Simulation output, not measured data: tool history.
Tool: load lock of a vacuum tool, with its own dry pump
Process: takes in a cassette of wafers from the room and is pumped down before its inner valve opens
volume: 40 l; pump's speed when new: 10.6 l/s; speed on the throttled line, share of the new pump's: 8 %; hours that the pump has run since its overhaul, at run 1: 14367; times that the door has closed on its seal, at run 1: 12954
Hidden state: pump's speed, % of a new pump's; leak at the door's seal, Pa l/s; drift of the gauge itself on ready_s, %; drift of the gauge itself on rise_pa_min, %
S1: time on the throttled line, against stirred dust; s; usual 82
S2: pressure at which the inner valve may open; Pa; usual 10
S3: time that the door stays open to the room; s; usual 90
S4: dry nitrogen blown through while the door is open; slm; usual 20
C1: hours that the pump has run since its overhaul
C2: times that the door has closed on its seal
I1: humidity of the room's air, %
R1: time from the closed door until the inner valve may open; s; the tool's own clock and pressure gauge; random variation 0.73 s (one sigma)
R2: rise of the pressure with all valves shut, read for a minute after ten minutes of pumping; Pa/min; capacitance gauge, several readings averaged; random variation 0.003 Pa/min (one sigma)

run	hour	S1	S2	S3	S4	C1	C2	I1	R1	R2
1	0	82	10	90	20	14367	12954	44.6	114.1	0.058
2	116	82	10	90	20	14483	13221	42.8	114.9	0.056
3	318.5	82	10	90	20	14686	13687	43.3	113.8	0.059
4	499.5	82	10	90	20	14867	14103	46.5	114	0.059
5	629.7	82	10	90	20	14997	14403	44.1	113.8	0.057
6	737.3	116	10	90	20	15105	14650	43	145.3	0.066
7	827.8	116	10	90	20	15195	14858	46.5	145	0.063
8	990.1	116	10	90	20	15358	15231	43.7	144.1	0.062
9	1177.7	82	9	90	20	15545	15663	44.7	114.2	0.056
10	1331	82	9	90	10	15698	16016	45.4	115.5	0.07
11	1522.9	82	9	90	10	15890	16457	42	116	0.072
12	1718	82	10	90	20	16085	16906	43.8	114.7	0.061
13	1874.8	82	8	90	20	16242	17267	44.4	115.4	0.065
14	2067.7	82	8	90	20	16435	17710	46.1	115.8	0.06
15	2247.5	162	11	27	25	16615	18124	44.7	188.1	0.043
16	2331.7	162	11	27	25	16699	18318	48.1	184	0.048
17	2526.3	82	15	90	20	16894	18765	45.4	113.6	0.069
18	2674.9	82	15	90	15	17042	19107	45.8	113.6	0.074
19	2820.1	147	11	90	15	17188	19441	43.7	170.4	0.068
20	2951	147	11	90	15	17318	19742	44.9	173.5	0.071
21	3134.7	147	11	90	15	17502	20165	46.5	173.5	0.075
22	3236.5	147	11	90	15	17604	20399	44.5	171.9	0.073
23	3414.9	51	9	106	7	17782	20809	43.5	87.7	0.082
24	3606.2	149	12	43	15	17974	21250	46.3	175	0.064
25	3719.7	149	12	203	15	18087	21511	45.5	177.2	0.093
26	3859.8	149	12	203	15	18227	21833	42.8	171.8	0.09
27	4037.8	82	13	90	20	18405	22242	42.9	114.2	0.073

3 ways to go on from here, each from the tool as it stands after run 27. What would each give?
A	4193.4	82	10	114	15	18561	22600	45.6	?	?
B	4193.4	89	13	28	20	18561	22600	44	?	?
C	4193.4	121	10	90	20	18561	22600	48.3	?	?

run	R1	R2
A	116.6	0.077
B	120.3	0.059
C	152.4	0.075
Without the tool's hidden state the same runs would have given:
run	R1	R2
A	111.4	0.047
B	115.5	0.029
C	147.8	0.045

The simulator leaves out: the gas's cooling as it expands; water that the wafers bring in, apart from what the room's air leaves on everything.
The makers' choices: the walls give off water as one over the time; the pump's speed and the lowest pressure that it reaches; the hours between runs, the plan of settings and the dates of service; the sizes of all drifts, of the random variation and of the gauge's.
